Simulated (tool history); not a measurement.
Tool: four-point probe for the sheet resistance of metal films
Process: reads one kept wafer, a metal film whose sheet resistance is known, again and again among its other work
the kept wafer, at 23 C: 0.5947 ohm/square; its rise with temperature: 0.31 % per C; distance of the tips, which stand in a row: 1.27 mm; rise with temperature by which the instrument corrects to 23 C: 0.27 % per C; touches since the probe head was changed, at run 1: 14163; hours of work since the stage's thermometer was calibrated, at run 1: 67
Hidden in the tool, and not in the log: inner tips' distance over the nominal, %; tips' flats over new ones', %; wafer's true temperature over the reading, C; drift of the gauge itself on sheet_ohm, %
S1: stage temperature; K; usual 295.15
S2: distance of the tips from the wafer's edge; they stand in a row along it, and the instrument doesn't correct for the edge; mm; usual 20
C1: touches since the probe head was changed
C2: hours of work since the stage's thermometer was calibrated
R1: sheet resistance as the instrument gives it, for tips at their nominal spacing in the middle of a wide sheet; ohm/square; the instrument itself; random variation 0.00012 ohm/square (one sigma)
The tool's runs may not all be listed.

| run | hour | S1 | S2 | C1 | C2 | R1 |
|---|---|---|---|---|---|---|
| 1 | 0.0 | 295.15 | 20 | 14163 | 67 | 0.592502 |
| 2 | 30.3 | 295.15 | 4 | 15370 | 89 | 0.621593 |
| 3 | 50.8 | 295.15 | 4 | 16185 | 104 | 0.621616 |
| 4 | 78.0 | 295.15 | 51 | 17271 | 123 | 0.591237 |
| 5 | 109.0 | 295.15 | 51 | 18502 | 145 | 0.591259 |
| 6 | 129.5 | 295.15 | 51 | 19322 | 160 | 0.591395 |
| 7 | 166.6 | 295.15 | 11 | 20798 | 187 | 0.595019 |
| 8 | 190.4 | 295.15 | 11 | 21745 | 204 | 0.595035 |
| 9 | 218.3 | 295.15 | 6 | 22859 | 224 | 0.604639 |
| 10 | 241.5 | 295.15 | 6 | 23782 | 240 | 0.604902 |
| 11 | 271.8 | 295.15 | 6 | 24989 | 262 | 0.604606 |
| 12 | 301.7 | 295.15 | 6 | 26177 | 284 | 0.604303 |
| 13 | 320.2 | 295.15 | 6 | 26916 | 297 | 0.604639 |
| 14 | 350.8 | 295.15 | 6 | 28133 | 319 | 0.604597 |
| 15 | 380.0 | 295.15 | 6 | 29296 | 340 | 0.604295 |
|  | 383.1 | stage's thermometer calibrated |
| 16 | 396.6 | 295.15 | 31 | 29939 | 10 | 0.590818 |
| 17 | 431.3 | 295.15 | 20 | 31319 | 34 | 0.591584 |
| 18 | 461.8 | 295.15 | 20 | 32535 | 56 | 0.591608 |
| 19 | 494.5 | 291.15 | 20 | 33839 | 80 | 0.590407 |
| 20 | 529.8 | 295.15 | 6 | 35244 | 105 | 0.604059 |
| 21 | 548.9 | 295.15 | 6 | 36004 | 119 | 0.604181 |
|  | 557.3 | stage's thermometer calibrated, once more |
| 22 | 584.6 | 300.15 | 28 | 37405 | 20 | 0.591926 |
| 23 | 610.6 | 300.15 | 28 | 38439 | 38 | 0.591914 |
| 24 | 626.6 | 300.15 | 28 | 39077 | 50 | 0.591793 |
| 25 | 655.8 | 295.15 | 19 | 40241 | 71 | 0.591245 |
| 26 | 684.3 | 295.15 | 19 | 41374 | 91 | 0.591417 |
| 27 | 707.7 | 302.15 | 6 | 42308 | 108 | 0.605577 |
| 28 | 740.6 | 302.15 | 6 | 43619 | 131 | 0.605324 |
| 29 | 772.1 | 302.15 | 6 | 44871 | 154 | 0.604956 |
| 30 | 788.4 | 302.15 | 6 | 45521 | 166 | 0.605378 |
| 31 | 821.8 | 302.15 | 6 | 46851 | 189 | 0.605191 |
| 32 | 853.6 | 302.15 | 6 | 48118 | 212 | 0.605087 |
| 33 | 876.2 | 306.15 | 20 | 49020 | 228 | 0.593422 |
| 34 | 903.9 | 304.15 | 6 | 50121 | 248 | 0.605563 |
| 35 | 937.2 | 295.15 | 6 | 51448 | 272 | 0.603052 |
| 36 | 961.7 | 305.15 | 8 | 52423 | 290 | 0.599734 |
| 37 | 998.1 | 297.15 | 11 | 53873 | 316 | 0.593927 |
| 38 | 1022.6 | 297.15 | 11 | 54850 | 333 | 0.593772 |
| 39 | 1052.1 | 302.15 | 6 | 56024 | 354 | 0.604657 |
| 40 | 1081.6 | 307.15 | 7 | 57198 | 376 | 0.602339 |
| 41 | 1109.7 | 292.15 | 7 | 58319 | 396 | 0.598471 |
| 42 | 1147.5 | 292.15 | 7 | 59826 | 423 | 0.598237 |

Some steps in R1 between neighbouring runs. How much of each would the tool show without its hidden state too (settings, what came in, random variation), and how much is left for the hidden state, with any gauge scatter that isn't in both results?
Run 1 -> 2: S2 20 -> 4. R1 +0.029091 ohm/square: hidden state -0.000212, all else +0.029303.
Run 3 -> 4: S2 4 -> 51. R1 -0.030379 ohm/square: hidden state +0.000094, all else -0.030473.
Run 19 -> 20: S1 291.15 -> 295.15, S2 20 -> 6. R1 +0.013652 ohm/square: hidden state -0.000163, all else +0.013815.
Run 26 -> 27: S1 295.15 -> 302.15, S2 19 -> 6. R1 +0.014160 ohm/square: hidden state -0.000147, all else +0.014307.
Run 33 -> 34: S1 306.15 -> 304.15, S2 20 -> 6. R1 +0.012141 ohm/square: hidden state -0.000153, all else +0.012294.
